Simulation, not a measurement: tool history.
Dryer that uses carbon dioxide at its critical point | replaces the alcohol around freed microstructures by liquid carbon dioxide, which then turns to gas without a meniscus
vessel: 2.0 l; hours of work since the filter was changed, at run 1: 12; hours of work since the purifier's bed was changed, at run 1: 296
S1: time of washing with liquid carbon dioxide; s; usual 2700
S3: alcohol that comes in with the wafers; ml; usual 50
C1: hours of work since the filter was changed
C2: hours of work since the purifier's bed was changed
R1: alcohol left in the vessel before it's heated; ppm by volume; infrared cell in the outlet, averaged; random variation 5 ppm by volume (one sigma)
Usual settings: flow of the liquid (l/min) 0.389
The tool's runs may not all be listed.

{"run": 1, "day": 0.0, "S1": 2700, "flow of the liquid (l/min)": 0.389, "S3": 50, "C1": 12, "C2": 296, "R1": 93}
{"run": 2, "day": 0.983, "S1": 2700, "flow of the liquid (l/min)": 0.389, "S3": 50, "C1": 23, "C2": 307, "R1": 105}
{"run": 3, "day": 2.208, "S1": 2700, "flow of the liquid (l/min)": 0.315, "S3": 50, "C1": 36, "C2": 320, "R1": 144}
{"run": 4, "day": 3.104, "S1": 2700, "flow of the liquid (l/min)": 0.315, "S3": 50, "C1": 46, "C2": 330, "R1": 151}
{"run": 5, "day": 3.812, "S1": 2700, "flow of the liquid (l/min)": 0.315, "S3": 50, "C1": 54, "C2": 338, "R1": 154}
{"run": 6, "day": 4.783, "S1": 2700, "flow of the liquid (l/min)": 0.315, "S3": 50, "C1": 64, "C2": 348, "R1": 171}
{"run": 7, "day": 5.625, "S1": 2700, "flow of the liquid (l/min)": 0.315, "S3": 50, "C1": 74, "C2": 358, "R1": 162}
{"run": 8, "day": 6.567, "S1": 2700, "flow of the liquid (l/min)": 0.545, "S3": 50, "C1": 84, "C2": 368, "R1": 102}
{"run": 9, "day": 7.192, "S1": 2700, "flow of the liquid (l/min)": 0.545, "S3": 50, "C1": 91, "C2": 375, "R1": 96}
{"run": 10, "day": 7.771, "S1": 2700, "flow of the liquid (l/min)": 0.545, "S3": 50, "C1": 97, "C2": 381, "R1": 115}
{"run": 11, "day": 8.779, "S1": 2700, "flow of the liquid (l/min)": 0.389, "S3": 50, "C1": 108, "C2": 392, "R1": 113}
{"run": 12, "day": 9.512, "S1": 2700, "flow of the liquid (l/min)": 0.389, "S3": 50, "C1": 116, "C2": 400, "R1": 118}
{"run": 13, "day": 10.079, "S1": 2700, "flow of the liquid (l/min)": 0.565, "S3": 82, "C1": 122, "C2": 406, "R1": 120}
{"run": 14, "day": 10.65, "S1": 1680, "flow of the liquid (l/min)": 0.605, "S3": 35, "C1": 128, "C2": 412, "R1": 133}
{"run": 15, "day": 11.575, "S1": 1680, "flow of the liquid (l/min)": 0.605, "S3": 35, "C1": 138, "C2": 422, "R1": 142}

The next listed run, before its measurement:
{"run": 16, "day": 12.475, "S1": 3360, "flow of the liquid (l/min)": 0.338, "S3": 36, "C1": 148, "C2": 432, "R1": "?"}

R1: 124 ppm by volume
Without the tool's hidden state the same run would have given R1 9 ppm by volume.

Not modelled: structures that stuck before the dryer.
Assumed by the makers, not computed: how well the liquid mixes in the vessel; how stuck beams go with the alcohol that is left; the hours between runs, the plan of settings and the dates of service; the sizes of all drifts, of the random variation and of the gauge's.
